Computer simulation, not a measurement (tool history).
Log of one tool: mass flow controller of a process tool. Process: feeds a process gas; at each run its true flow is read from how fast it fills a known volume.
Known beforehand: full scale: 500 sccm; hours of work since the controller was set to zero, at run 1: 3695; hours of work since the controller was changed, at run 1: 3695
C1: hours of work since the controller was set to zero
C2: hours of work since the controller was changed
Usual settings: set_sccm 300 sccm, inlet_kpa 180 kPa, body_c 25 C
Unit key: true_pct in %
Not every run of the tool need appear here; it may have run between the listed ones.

Run 1, day 0.000: usual settings; C1 3695; C2 3695. Result: true_pct 99.54 %.
Run 2, day 9.758: usual settings but body_c 29 C; C1 3833; C2 3833. Result: true_pct 99.24 %.
Run 3, day 14.988: usual settings but body_c 29 C; C1 3907; C2 3907. Result: true_pct 99.07 %.
Run 4, day 19.604: usual settings but body_c 29 C; C1 3972; C2 3972. Result: true_pct 98.94 %.
Run 5, day 24.804: usual settings but body_c 29 C; C1 4045; C2 4045. Result: true_pct 98.88 %.
Run 6, day 29.692: usual settings but set_sccm 349 sccm; C1 4115; C2 4115. Result: true_pct 99.16 %.
Run 7, day 37.304: usual settings but set_sccm 349 sccm; C1 4222; C2 4222. Result: true_pct 99.05 %.
Run 8, day 45.629: usual settings but set_sccm 349 sccm, body_c 23 C; C1 4340; C2 4340. Result: true_pct 99.19 %.
Run 9, day 55.317: usual settings but set_sccm 349 sccm, inlet_kpa 229 kPa, body_c 23 C; C1 4477; C2 4477. Result: true_pct 98.91 %.
Run 10, day 60.204: usual settings but set_sccm 349 sccm, inlet_kpa 229 kPa, body_c 23 C; C1 4546; C2 4546. Result: true_pct 98.58 %.
Run 11, day 67.308: usual settings but set_sccm 349 sccm, inlet_kpa 229 kPa, body_c 23 C; C1 4646; C2 4646. Result: true_pct 98.65 %.
Run 12, day 72.183: usual settings but set_sccm 349 sccm, inlet_kpa 229 kPa, body_c 23 C; C1 4715; C2 4715. Result: true_pct 98.44 %.
Run 13, day 79.904: usual settings but set_sccm 79 sccm, inlet_kpa 154 kPa, body_c 22 C; C1 4824; C2 4824. Result: true_pct 97.89 %.
Run 14, day 87.738: usual settings but set_sccm 245 sccm, body_c 28 C; C1 4935; C2 4935. Result: true_pct 97.99 %.
Run 15, day 92.967: usual settings but set_sccm 245 sccm, body_c 28 C; C1 5009; C2 5009. Result: true_pct 97.61 %.
Run 16, day 97.383: usual settings but inlet_kpa 224 kPa, body_c 29 C; C1 5071; C2 5071. Result: true_pct 97.58 %.
Run 17, day 104.183: usual settings but set_sccm 281 sccm, inlet_kpa 143 kPa; C1 5167; C2 5167. Result: true_pct 98.22 %.
Run 18, day 112.829: usual settings but set_sccm 208 sccm, body_c 32 C; C1 5289; C2 5289. Result: true_pct 97.25 %.
Run 19, day 118.671: usual settings but set_sccm 208 sccm, body_c 32 C; C1 5372; C2 5372. Result: true_pct 97.26 %.

Run 20 is up next; what results do you expect?
Run 20, day 123.654: usual settings but set_sccm 227 sccm, inlet_kpa 261 kPa, body_c 30 C; C1 5442; C2 5442. Result: true_pct ?.

Run 20 gave true_pct 96.75 %.
On a tool with no hidden condition, and with the same random variation, this run would have come out at true_pct 98.38 %.
